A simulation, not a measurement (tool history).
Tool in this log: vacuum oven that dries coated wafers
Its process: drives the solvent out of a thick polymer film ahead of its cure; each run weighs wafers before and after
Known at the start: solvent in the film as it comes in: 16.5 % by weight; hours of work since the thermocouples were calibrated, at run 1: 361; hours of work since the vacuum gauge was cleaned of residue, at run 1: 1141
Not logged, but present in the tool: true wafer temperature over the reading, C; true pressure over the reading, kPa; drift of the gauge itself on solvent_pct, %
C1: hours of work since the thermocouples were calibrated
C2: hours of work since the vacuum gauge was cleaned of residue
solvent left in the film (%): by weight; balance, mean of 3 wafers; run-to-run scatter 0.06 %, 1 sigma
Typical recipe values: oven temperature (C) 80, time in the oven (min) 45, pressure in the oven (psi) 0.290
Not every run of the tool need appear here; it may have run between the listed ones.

run 1 day=0.000 | oven_temperature_(C)=80 time_in_the_oven_(min)=45 pressure_in_the_oven_(psi)=0.290 | C1=361 C2=1141 | solvent_left_in_the_film_(%)=3.36
run 2 day=2.462 | oven_temperature_(C)=80 time_in_the_oven_(min)=45 pressure_in_the_oven_(psi)=0.290 | C1=404 C2=1184 | solvent_left_in_the_film_(%)=3.35
run 3 day=6.304 | oven_temperature_(C)=80 time_in_the_oven_(min)=45 pressure_in_the_oven_(psi)=0.290 | C1=472 C2=1252 | solvent_left_in_the_film_(%)=3.54
run 4 day=8.929 | oven_temperature_(C)=80 time_in_the_oven_(min)=45 pressure_in_the_oven_(psi)=0.290 | C1=519 C2=1299 | solvent_left_in_the_film_(%)=3.48
run 5 day=12.112 | oven_temperature_(C)=80 time_in_the_oven_(min)=45 pressure_in_the_oven_(psi)=0.290 | C1=575 C2=1355 | solvent_left_in_the_film_(%)=3.44
run 6 day=15.779 | oven_temperature_(C)=80 time_in_the_oven_(min)=45 pressure_in_the_oven_(psi)=0.290 | C1=640 C2=1420 | solvent_left_in_the_film_(%)=3.45
run 7 day=20.733 | oven_temperature_(C)=80 time_in_the_oven_(min)=45 pressure_in_the_oven_(psi)=0.290 | C1=728 C2=1508 | solvent_left_in_the_film_(%)=3.49
run 8 day=24.325 | oven_temperature_(C)=80 time_in_the_oven_(min)=45 pressure_in_the_oven_(psi)=0.290 | C1=792 C2=1572 | solvent_left_in_the_film_(%)=3.39
-- day=24.858 oven's thermocouples calibrated
run 9 day=27.846 | oven_temperature_(C)=80 time_in_the_oven_(min)=45 pressure_in_the_oven_(psi)=0.290 | C1=53 C2=1632 | solvent_left_in_the_film_(%)=4.09
run 10 day=31.933 | oven_temperature_(C)=80 time_in_the_oven_(min)=45 pressure_in_the_oven_(psi)=0.413 | C1=125 C2=1705 | solvent_left_in_the_film_(%)=4.87
run 11 day=34.996 | oven_temperature_(C)=80 time_in_the_oven_(min)=45 pressure_in_the_oven_(psi)=0.413 | C1=179 C2=1759 | solvent_left_in_the_film_(%)=4.66
run 12 day=40.054 | oven_temperature_(C)=80 time_in_the_oven_(min)=45 pressure_in_the_oven_(psi)=0.413 | C1=269 C2=1849 | solvent_left_in_the_film_(%)=4.77
run 13 day=43.617 | oven_temperature_(C)=80 time_in_the_oven_(min)=45 pressure_in_the_oven_(psi)=0.413 | C1=332 C2=1912 | solvent_left_in_the_film_(%)=4.81
run 14 day=46.704 | oven_temperature_(C)=80 time_in_the_oven_(min)=45 pressure_in_the_oven_(psi)=0.290 | C1=387 C2=1966 | solvent_left_in_the_film_(%)=3.93
run 15 day=49.408 | oven_temperature_(C)=80 time_in_the_oven_(min)=45 pressure_in_the_oven_(psi)=0.290 | C1=435 C2=2014 | solvent_left_in_the_film_(%)=3.87
run 16 day=52.333 | oven_temperature_(C)=80 time_in_the_oven_(min)=45 pressure_in_the_oven_(psi)=0.461 | C1=487 C2=2066 | solvent_left_in_the_film_(%)=5.12
run 17 day=54.821 | oven_temperature_(C)=80 time_in_the_oven_(min)=24 pressure_in_the_oven_(psi)=0.461 | C1=531 C2=2110 | solvent_left_in_the_film_(%)=7.05
run 18 day=57.554 | oven_temperature_(C)=68 time_in_the_oven_(min)=45 pressure_in_the_oven_(psi)=0.290 | C1=579 C2=2159 | solvent_left_in_the_film_(%)=7.76
run 19 day=61.038 | oven_temperature_(C)=81 time_in_the_oven_(min)=45 pressure_in_the_oven_(psi)=0.290 | C1=641 C2=2220 | solvent_left_in_the_film_(%)=3.92
run 20 day=64.825 | oven_temperature_(C)=81 time_in_the_oven_(min)=45 pressure_in_the_oven_(psi)=0.290 | C1=708 C2=2287 | solvent_left_in_the_film_(%)=3.77
run 21 day=69.392 | oven_temperature_(C)=81 time_in_the_oven_(min)=45 pressure_in_the_oven_(psi)=0.290 | C1=789 C2=2368 | solvent_left_in_the_film_(%)=3.61
-- day=70.108 oven's thermocouples calibrated
run 22 day=71.717 | oven_temperature_(C)=81 time_in_the_oven_(min)=45 pressure_in_the_oven_(psi)=0.290 | C1=28 C2=2408 | solvent_left_in_the_film_(%)=3.79
run 23 day=74.617 | oven_temperature_(C)=80 time_in_the_oven_(min)=40 pressure_in_the_oven_(psi)=0.290 | C1=80 C2=2459 | solvent_left_in_the_film_(%)=4.50
run 24 day=78.279 | oven_temperature_(C)=80 time_in_the_oven_(min)=45 pressure_in_the_oven_(psi)=0.290 | C1=145 C2=2524 | solvent_left_in_the_film_(%)=4.06
run 25 day=83.171 | oven_temperature_(C)=80 time_in_the_oven_(min)=33 pressure_in_the_oven_(psi)=0.190 | C1=231 C2=2611 | solvent_left_in_the_film_(%)=4.36
run 26 day=85.858 | oven_temperature_(C)=70 time_in_the_oven_(min)=76 pressure_in_the_oven_(psi)=0.167 | C1=279 C2=2658 | solvent_left_in_the_film_(%)=4.26
run 27 day=88.921 | oven_temperature_(C)=70 time_in_the_oven_(min)=35 pressure_in_the_oven_(psi)=0.537 | C1=333 C2=2713 | solvent_left_in_the_film_(%)=9.96
run 28 day=92.292 | oven_temperature_(C)=70 time_in_the_oven_(min)=35 pressure_in_the_oven_(psi)=0.251 | C1=393 C2=2772 | solvent_left_in_the_film_(%)=7.78
run 29 day=95.262 | oven_temperature_(C)=67 time_in_the_oven_(min)=35 pressure_in_the_oven_(psi)=0.515 | C1=445 C2=2825 | solvent_left_in_the_film_(%)=10.88
run 30 day=100.283 | oven_temperature_(C)=80 time_in_the_oven_(min)=47 pressure_in_the_oven_(psi)=0.290 | C1=534 C2=2914 | solvent_left_in_the_film_(%)=4.04
run 31 day=104.679 | oven_temperature_(C)=85 time_in_the_oven_(min)=30 pressure_in_the_oven_(psi)=0.290 | C1=612 C2=2992 | solvent_left_in_the_film_(%)=3.89
run 32 day=106.821 | oven_temperature_(C)=85 time_in_the_oven_(min)=30 pressure_in_the_oven_(psi)=0.290 | C1=650 C2=3030 | solvent_left_in_the_film_(%)=4.03
run 33 day=111.638 | oven_temperature_(C)=85 time_in_the_oven_(min)=30 pressure_in_the_oven_(psi)=0.290 | C1=735 C2=3115 | solvent_left_in_the_film_(%)=3.80
-- day=115.062 oven's thermocouples calibrated
run 34 day=115.617 | oven_temperature_(C)=70 time_in_the_oven_(min)=74 pressure_in_the_oven_(psi)=0.197 | C1=10 C2=3184 | solvent_left_in_the_film_(%)=5.06
run 35 day=120.150 | oven_temperature_(C)=76 time_in_the_oven_(min)=45 pressure_in_the_oven_(psi)=0.273 | C1=90 C2=3264 | solvent_left_in_the_film_(%)=5.26
run 36 day=124.221 | oven_temperature_(C)=80 time_in_the_oven_(min)=25 pressure_in_the_oven_(psi)=0.290 | C1=162 C2=3336 | solvent_left_in_the_film_(%)=6.16

Run 37, settings as shown, results not yet in. Your forecast:
-- day=126.775 vacuum gauge cleaned of residue and calibrated
run 37 day=127.562 | oven_temperature_(C)=91 time_in_the_oven_(min)=25 pressure_in_the_oven_(psi)=0.187 | C1=220 C2=14 | solvent_left_in_the_film_(%)=?

solvent left in the film (%): 2.15
Were there no unlogged condition in the tool, this run, its random variation unchanged, would have produced solvent left in the film (%) 2.21.
